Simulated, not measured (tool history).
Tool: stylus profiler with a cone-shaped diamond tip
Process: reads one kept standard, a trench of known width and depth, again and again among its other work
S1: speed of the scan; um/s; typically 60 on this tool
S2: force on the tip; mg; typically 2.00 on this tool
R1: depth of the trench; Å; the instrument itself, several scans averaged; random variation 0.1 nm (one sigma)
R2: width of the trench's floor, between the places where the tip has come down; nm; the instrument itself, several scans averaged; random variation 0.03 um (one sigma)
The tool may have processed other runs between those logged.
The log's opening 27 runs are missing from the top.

| run | hour | S1 | S2 | R1 | R2 |
|---|---|---|---|---|---|
| 28 | 335.2 | 15 | 3.59 | 2039.5 | 47950 |
| 29 | 353.0 | 15 | 3.59 | 2042.4 | 48000 |
| 30 | 360.8 | 115 | 1.51 | 2019.6 | 47060 |
| 31 | 377.6 | 17 | 1.96 | 2028.3 | 47850 |
| 32 | 392.1 | 17 | 1.96 | 2027.2 | 47930 |
| 33 | 403.3 | 65 | 5.75 | 2055.1 | 47800 |
| 34 | 412.8 | 37 | 1.04 | 2016.8 | 47680 |
| 35 | 422.9 | 52 | 2.37 | 2032.5 | 47700 |
| 36 | 436.4 | 21 | 1.13 | 2018.2 | 47790 |
| 37 | 447.8 | 44 | 4.10 | 2045.7 | 47760 |
| 38 | 461.1 | 44 | 4.10 | 2046.7 | 47810 |
| 39 | 475.0 | 165 | 2.00 | 2027.9 | 46910 |
| 40 | 486.0 | 111 | 1.01 | 2016.4 | 46980 |
| 41 | 501.6 | 218 | 3.24 | 2037.2 | 46800 |
| 42 | 515.3 | 216 | 2.03 | 2027.7 | 46550 |
| 43 | 523.1 | 39 | 2.09 | 2028.0 | 47790 |
| 44 | 540.4 | 39 | 2.09 | 2029.0 | 47760 |
| 45 | 548.0 | 39 | 2.09 | 2027.4 | 47660 |
| 46 | 564.4 | 76 | 3.46 | 2040.3 | 47570 |
| 47 | 575.4 | 34 | 4.28 | 2045.2 | 47860 |
| 48 | 591.6 | 36 | 2.21 | 2028.1 | 47800 |

3 options for the next run, each taken on its own from the tool as it stands now. Forecast them:
| A | 609.2 | 95 | 0.90 | ? | ? |
| B | 609.2 | 24 | 1.16 | ? | ? |
| C | 609.2 | 36 | 3.09 | ? | ? |

| run | R1 | R2 |
|---|---|---|
| A | 2018.0 | 47040 |
| B | 2020.2 | 47810 |
| C | 2036.3 | 47770 |
Stripped of hidden state, with their random variation kept, the same runs would have yielded:
| run | R1 | R2 |
|---|---|---|
| A | 2018.0 | 47040 |
| B | 2020.2 | 47820 |
| C | 2036.3 | 47770 |
